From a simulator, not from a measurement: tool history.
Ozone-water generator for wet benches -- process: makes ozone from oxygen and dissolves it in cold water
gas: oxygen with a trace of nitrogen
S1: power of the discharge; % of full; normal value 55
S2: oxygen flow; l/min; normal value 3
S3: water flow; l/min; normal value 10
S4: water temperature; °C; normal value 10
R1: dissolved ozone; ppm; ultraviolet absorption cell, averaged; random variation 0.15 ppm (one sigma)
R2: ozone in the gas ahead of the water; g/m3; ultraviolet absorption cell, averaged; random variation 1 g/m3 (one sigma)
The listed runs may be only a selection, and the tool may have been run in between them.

Run 1, day 0: usual settings. Result: R1 19.2 ppm, R2 181.2 g/m3.
Run 2, day 7.254: usual settings. Result: R1 19.3 ppm, R2 180.6 g/m3.
Run 3, day 13.646: usual settings. Result: R1 19.4 ppm, R2 180.6 g/m3.
Run 4, day 20.5: usual settings. Result: R1 19.3 ppm, R2 177.3 g/m3.
Run 5, day 26.571: usual settings. Result: R1 19.3 ppm, R2 180.4 g/m3.
Run 6, day 34.829: usual settings but S2 1.5 l/min. Result: R1 15.6 ppm, R2 232.7 g/m3.
Run 7, day 41.271: usual settings but S1 75 % of full. Result: R1 23 ppm, R2 214.2 g/m3.
Run 8, day 46.338: usual settings but S1 75 % of full, S2 3.9 l/min. Result: R1 23.8 ppm, R2 193 g/m3.
Run 9, day 54.567: usual settings but S1 75 % of full, S2 2.21 l/min, S3 6 l/min, S4 9 °C. Result: R1 33.7 ppm, R2 238.8 g/m3.
Run 10, day 60.55: usual settings but S1 75 % of full, S2 2.21 l/min, S3 6 l/min, S4 9 °C. Result: R1 33.8 ppm, R2 238.3 g/m3.

Consider 5 possible next runs. They are alternatives, not a sequence: every one starts from the tool as it was left by run 10. What does each give?
Run A, day 65.671: usual settings but S2 3.72 l/min, S4 11 °C. Result: R1 ?, R2 ?.
Run B, day 65.671: usual settings but S1 85 % of full, S2 4.02 l/min, S3 6 l/min, S4 15 °C. Result: R1 ?, R2 ?.
Run C, day 65.671: usual settings but S2 2.33 l/min, S3 12 l/min. Result: R1 ?, R2 ?.
Run D, day 65.671: usual settings but S1 88 % of full, S2 2.21 l/min, S3 7 l/min, S4 11 °C. Result: R1 ?, R2 ?.
Run E, day 65.671: usual settings but S1 75 % of full, S2 2.21 l/min, S4 9 °C. Result: R1 ?, R2 ?.

run    R1     R2
  A  19.6  166.6
  B  33.9  205.6
  C  15.1  196.7
  D  31.6  260.9
  E  21.3  241.1
Without the tool's hidden state the same runs would have given:
run    R1     R2
  A  19.7  168.5
  B    34    208
  C  15.2  198.9
  D  31.7  263.9
  E  21.4  243.8
